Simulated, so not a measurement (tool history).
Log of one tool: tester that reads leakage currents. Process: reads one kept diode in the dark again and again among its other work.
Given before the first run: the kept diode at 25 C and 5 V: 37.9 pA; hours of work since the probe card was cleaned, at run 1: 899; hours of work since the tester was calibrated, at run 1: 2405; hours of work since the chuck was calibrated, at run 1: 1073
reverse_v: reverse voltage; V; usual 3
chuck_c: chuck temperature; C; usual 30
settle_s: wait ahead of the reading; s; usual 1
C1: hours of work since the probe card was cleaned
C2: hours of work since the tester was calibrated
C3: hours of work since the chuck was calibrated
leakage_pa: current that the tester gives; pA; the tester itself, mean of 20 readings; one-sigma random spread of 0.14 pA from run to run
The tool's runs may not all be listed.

run 1 hour=0 | reverse_v=3 chuck_c=30 settle_s=1 | C1=899 C2=2405 C3=1073 | leakage_pa=46.22
run 2 hour=149.1 | reverse_v=3 chuck_c=30 settle_s=1 | C1=1010 C2=2516 C3=1184 | leakage_pa=46.83
run 3 hour=237 | reverse_v=1.08 chuck_c=30 settle_s=1 | C1=1075 C2=2582 C3=1249 | leakage_pa=29.48
run 4 hour=357.5 | reverse_v=1.08 chuck_c=25 settle_s=1 | C1=1165 C2=2671 C3=1339 | leakage_pa=21.08
run 5 hour=478.2 | reverse_v=1.08 chuck_c=25 settle_s=1 | C1=1254 C2=2761 C3=1429 | leakage_pa=20.95
run 6 hour=618.2 | reverse_v=1.08 chuck_c=25 settle_s=1 | C1=1358 C2=2865 C3=1533 | leakage_pa=21.15
-- hour=752.9 probe card cleaned and baked
run 7 hour=784.8 | reverse_v=3 chuck_c=28 settle_s=1 | C1=24 C2=2986 C3=1654 | leakage_pa=40.58
run 8 hour=904.2 | reverse_v=3 chuck_c=28 settle_s=1 | C1=112 C2=3075 C3=1743 | leakage_pa=40.84
run 9 hour=1061.8 | reverse_v=3 chuck_c=30 settle_s=1 | C1=230 C2=3192 C3=1860 | leakage_pa=46.9
-- hour=1093.4 chuck's temperature calibrated
run 10 hour=1214.8 | reverse_v=3 chuck_c=30 settle_s=1 | C1=342 C2=3304 C3=90 | leakage_pa=44.22
run 11 hour=1408.2 | reverse_v=3 chuck_c=30 settle_s=1 | C1=485 C2=3448 C3=234 | leakage_pa=44.7
run 12 hour=1578 | reverse_v=3 chuck_c=30 settle_s=0.45 | C1=612 C2=3574 C3=360 | leakage_pa=46.05
run 13 hour=1709.4 | reverse_v=3 chuck_c=30 settle_s=0.45 | C1=709 C2=3672 C3=458 | leakage_pa=46.51
run 14 hour=1862 | reverse_v=3 chuck_c=30 settle_s=0.45 | C1=823 C2=3785 C3=571 | leakage_pa=46.71
run 15 hour=1960 | reverse_v=3 chuck_c=30 settle_s=0.45 | C1=896 C2=3858 C3=644 | leakage_pa=46.98
run 16 hour=2080.2 | reverse_v=3 chuck_c=30 settle_s=0.45 | C1=985 C2=3948 C3=733 | leakage_pa=46.76
run 17 hour=2270 | reverse_v=15.49 chuck_c=30 settle_s=1 | C1=1126 C2=4089 C3=875 | leakage_pa=99.74
run 18 hour=2364.2 | reverse_v=15.49 chuck_c=30 settle_s=1 | C1=1196 C2=4159 C3=945 | leakage_pa=100.31
run 19 hour=2457.4 | reverse_v=15.49 chuck_c=30 settle_s=1.03 | C1=1265 C2=4228 C3=1014 | leakage_pa=100.69
run 20 hour=2613.8 | reverse_v=15.49 chuck_c=30 settle_s=1.03 | C1=1382 C2=4344 C3=1130 | leakage_pa=101.7
-- hour=2719.3 probe card cleaned and baked
run 21 hour=2797.6 | reverse_v=5.73 chuck_c=30 settle_s=5.31 | C1=58 C2=4479 C3=1264 | leakage_pa=59.31
-- hour=2826.6 tester calibrated
run 22 hour=2944 | reverse_v=3 chuck_c=30 settle_s=4.23 | C1=165 C2=87 C3=1372 | leakage_pa=46.12
run 23 hour=3113.1 | reverse_v=4.05 chuck_c=30 settle_s=0.79 | C1=291 C2=213 C3=1497 | leakage_pa=54.48
run 24 hour=3281.1 | reverse_v=3 chuck_c=36 settle_s=1 | C1=416 C2=338 C3=1622 | leakage_pa=70.85
run 25 hour=3402.8 | reverse_v=3 chuck_c=35 settle_s=5.5 | C1=507 C2=428 C3=1713 | leakage_pa=65.63
run 26 hour=3565.3 | reverse_v=12.48 chuck_c=44 settle_s=4.11 | C1=627 C2=549 C3=1833 | leakage_pa=221.69
-- hour=3623.8 chuck's temperature calibrated
run 27 hour=3649.6 | reverse_v=5.56 chuck_c=53 settle_s=2.25 | C1=688 C2=610 C3=19 | leakage_pa=250.22
run 28 hour=3748 | reverse_v=3.64 chuck_c=30 settle_s=1 | C1=762 C2=683 C3=92 | leakage_pa=49.08
run 29 hour=3835.1 | reverse_v=3.64 chuck_c=59 settle_s=2.02 | C1=826 C2=748 C3=157 | leakage_pa=296.55
run 30 hour=4033.5 | reverse_v=1.6 chuck_c=36 settle_s=1.87 | C1=974 C2=896 C3=305 | leakage_pa=50.35
run 31 hour=4121.6 | reverse_v=1.89 chuck_c=56 settle_s=0.88 | C1=1039 C2=961 C3=370 | leakage_pa=190.16
run 32 hour=4249.4 | reverse_v=4.68 chuck_c=30 settle_s=0.33 | C1=1134 C2=1056 C3=465 | leakage_pa=59.24
run 33 hour=4383.4 | reverse_v=6.44 chuck_c=37 settle_s=3.31 | C1=1234 C2=1156 C3=565 | leakage_pa=100.6
run 34 hour=4476.7 | reverse_v=1.97 chuck_c=23 settle_s=1 | C1=1303 C2=1225 C3=634 | leakage_pa=23.44
run 35 hour=4578.7 | reverse_v=8.88 chuck_c=30 settle_s=1 | C1=1379 C2=1301 C3=710 | leakage_pa=76.61
-- hour=4691.1 probe card cleaned and baked
run 36 hour=4726.4 | reverse_v=1.68 chuck_c=30 settle_s=1 | C1=26 C2=1408 C3=817 | leakage_pa=34.75
run 37 hour=4836.6 | reverse_v=1.68 chuck_c=43 settle_s=2.04 | C1=108 C2=1490 C3=899 | leakage_pa=81.39
run 38 hour=4974.3 | reverse_v=1.68 chuck_c=43 settle_s=2.04 | C1=210 C2=1593 C3=1002 | leakage_pa=81.64

Forecast each of these 4 alternatives for the next run:
run A hour=5150.6 | reverse_v=13.98 chuck_c=40 settle_s=4.24 | C1=342 C2=1724 C3=1133 | leakage_pa=?
run B hour=5150.6 | reverse_v=1.68 chuck_c=38 settle_s=2.04 | C1=342 C2=1724 C3=1133 | leakage_pa=?
run C hour=5150.6 | reverse_v=1.68 chuck_c=59 settle_s=7.11 | C1=342 C2=1724 C3=1133 | leakage_pa=?
run D hour=5150.6 | reverse_v=1.08 chuck_c=43 settle_s=0.54 | C1=342 C2=1724 C3=1133 | leakage_pa=?

run=A leakage_pa=171.97
run=B leakage_pa=59.78
run=C leakage_pa=217.5
run=D leakage_pa=68.81
Take away the tool's hidden state, keep each run's random variation, and the runs would have read:
run=A leakage_pa=167.49
run=B leakage_pa=58.5
run=C leakage_pa=214.06
run=D leakage_pa=67.5

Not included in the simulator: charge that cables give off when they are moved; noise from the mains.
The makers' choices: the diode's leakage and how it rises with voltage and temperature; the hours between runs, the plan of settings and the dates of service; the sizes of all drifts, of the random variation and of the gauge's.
